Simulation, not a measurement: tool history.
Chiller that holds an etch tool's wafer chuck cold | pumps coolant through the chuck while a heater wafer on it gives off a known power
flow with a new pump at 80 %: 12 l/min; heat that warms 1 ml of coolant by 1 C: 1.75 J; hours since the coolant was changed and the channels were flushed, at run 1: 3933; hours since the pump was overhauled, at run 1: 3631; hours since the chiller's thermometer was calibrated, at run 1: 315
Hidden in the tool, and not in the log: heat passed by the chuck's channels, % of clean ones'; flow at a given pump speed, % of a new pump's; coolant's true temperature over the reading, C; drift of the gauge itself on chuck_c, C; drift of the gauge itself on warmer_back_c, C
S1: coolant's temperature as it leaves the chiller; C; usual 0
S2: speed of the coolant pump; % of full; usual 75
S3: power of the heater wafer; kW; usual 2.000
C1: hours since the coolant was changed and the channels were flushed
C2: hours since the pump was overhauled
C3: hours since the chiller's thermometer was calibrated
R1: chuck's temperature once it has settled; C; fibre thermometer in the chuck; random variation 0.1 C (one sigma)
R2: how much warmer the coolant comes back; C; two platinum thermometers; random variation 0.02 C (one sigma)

Run 1, hour 0.0: usual settings; C1 3933; C2 3631; C3 315. Result: R1 22.6 C, R2 6.32 C.
Run 2, hour 44.4: usual settings; C1 3978; C2 3675; C3 359. Result: R1 22.6 C, R2 6.33 C.
Run 3, hour 128.8: usual settings; C1 4062; C2 3760; C3 444. Result: R1 22.6 C, R2 6.32 C.
Run 4, hour 234.8: usual settings; C1 4168; C2 3866; C3 550. Result: R1 22.7 C, R2 6.33 C.
Run 5, hour 333.8: usual settings; C1 4267; C2 3965; C3 649. Result: R1 22.8 C, R2 6.38 C.
Run 6, hour 409.2: usual settings but S3 1.511 kW; C1 4343; C2 4040; C3 724. Result: R1 17.3 C, R2 4.77 C.
Run 7, hour 472.3: usual settings but S3 1.220 kW; C1 4406; C2 4103; C3 787. Result: R1 14.1 C, R2 3.84 C.
Run 8, hour 532.8: usual settings; C1 4466; C2 4163; C3 848. Result: R1 23.1 C, R2 6.35 C.
Run 9, hour 621.7: usual settings; C1 4555; C2 4252; C3 937. Result: R1 23.1 C, R2 6.34 C.
Run 10, hour 704.1: usual settings; C1 4638; C2 4335; C3 1019. Result: R1 23.2 C, R2 6.36 C.
Run 11, hour 774.1: usual settings; C1 4708; C2 4405; C3 1089. Result: R1 23.2 C, R2 6.40 C.
Run 12, hour 874.5: usual settings; C1 4808; C2 4505; C3 1189. Result: R1 23.4 C, R2 6.37 C.
Run 13, hour 931.0: usual settings; C1 4864; C2 4562; C3 1246. Result: R1 23.2 C, R2 6.36 C.
Run 14, hour 987.9: usual settings but S1 -8 C; C1 4921; C2 4619; C3 1303. Result: R1 15.3 C, R2 6.37 C.
Run 15, hour 1035.9: usual settings but S2 63 % of full; C1 4969; C2 4667; C3 1351. Result: R1 26.1 C, R2 7.59 C.
Run 16, hour 1126.6: usual settings but S2 63 % of full; C1 5060; C2 4757; C3 1442. Result: R1 26.3 C, R2 7.58 C.
Run 17, hour 1174.9: usual settings but S3 2.034 kW; C1 5108; C2 4806; C3 1490. Result: R1 23.9 C, R2 6.48 C.
Run 18, hour 1275.5: usual settings but S3 2.034 kW; C1 5209; C2 4906; C3 1590. Result: R1 24.0 C, R2 6.49 C.
Run 19, hour 1357.9: usual settings but S1 3 C, S2 77 % of full, S3 1.650 kW; C1 5291; C2 4989; C3 1673. Result: R1 22.4 C, R2 5.14 C.
Run 20, hour 1417.2: usual settings but S1 -1 C, S2 93 % of full, S3 1.301 kW; C1 5351; C2 5048; C3 1732. Result: R1 12.4 C, R2 3.35 C.
Run 21, hour 1510.8: usual settings but S1 -5 C, S2 66 % of full, S3 1.301 kW; C1 5444; C2 5142; C3 1826. Result: R1 12.1 C, R2 4.73 C.
Run 22, hour 1580.8: usual settings but S1 2 C; C1 5514; C2 5212; C3 1896. Result: R1 25.8 C, R2 6.40 C.
Run 23, hour 1678.5: usual settings but S2 62 % of full; C1 5612; C2 5309; C3 1993. Result: R1 27.1 C, R2 7.79 C.
Run 24, hour 1762.7: usual settings but S2 62 % of full; C1 5696; C2 5393; C3 2078. Result: R1 27.0 C, R2 7.80 C.
Run 25, hour 1840.3: usual settings but S2 62 % of full; C1 5774; C2 5471; C3 2155. Result: R1 27.2 C, R2 7.75 C.
Run 26, hour 1922.0: usual settings but S2 62 % of full; C1 5855; C2 5553; C3 2237. Result: R1 27.2 C, R2 7.76 C.
Run 27, hour 2017.4: usual settings but S1 3 C, S2 67 % of full; C1 5951; C2 5648; C3 2332. Result: R1 28.9 C, R2 7.26 C.
Run 28, hour 2085.2: usual settings but S2 96 % of full; C1 6019; C2 5716; C3 2400. Result: R1 20.6 C, R2 4.97 C.
Run 29, hour 2153.2: usual settings but S1 2 C, S2 73 % of full, S3 1.064 kW; C1 6087; C2 5784; C3 2468. Result: R1 15.1 C, R2 3.55 C.
Run 30, hour 2236.3: usual settings but S1 4 C, S2 81 % of full, S3 2.266 kW; C1 6170; C2 5867; C3 2551. Result: R1 30.4 C, R2 6.76 C.
Run 31, hour 2320.6: usual settings but S1 4 C, S2 81 % of full, S3 2.266 kW; C1 6254; C2 5951; C3 2635. Result: R1 30.4 C, R2 6.76 C.
At hour 2420.7: chiller's thermometer calibrated.
Run 32, hour 2420.7: usual settings but S1 6 C, S2 89 % of full, S3 1.435 kW; C1 6353; C2 6050; C3 0. Result: R1 21.6 C, R2 3.90 C.
Run 33, hour 2468.3: usual settings but S2 63 % of full, S3 2.846 kW; C1 6401; C2 6098; C3 48. Result: R1 38.5 C, R2 10.90 C.

Forecast each of these 3 alternatives for the next run:
Run A, hour 2548.9: usual settings but S2 85 % of full, S3 2.684 kW; C1 6481; C2 6179; C3 128. Result: R1 ?, R2 ?.
Run B, hour 2548.9: usual settings but S1 -1 C; C1 6481; C2 6179; C3 128. Result: R1 ?, R2 ?.
Run C, hour 2548.9: usual settings but S2 63 % of full, S3 2.846 kW; C1 6481; C2 6179; C3 128. Result: R1 ?, R2 ?.

run    R1     R2
  A  30.0   7.67
  B  23.2   6.43
  C  38.5  10.96
Without the tool's hidden state the same runs would have given:
run    R1     R2
  A  25.2   7.26
  B  19.4   6.08
  C  32.5  10.37

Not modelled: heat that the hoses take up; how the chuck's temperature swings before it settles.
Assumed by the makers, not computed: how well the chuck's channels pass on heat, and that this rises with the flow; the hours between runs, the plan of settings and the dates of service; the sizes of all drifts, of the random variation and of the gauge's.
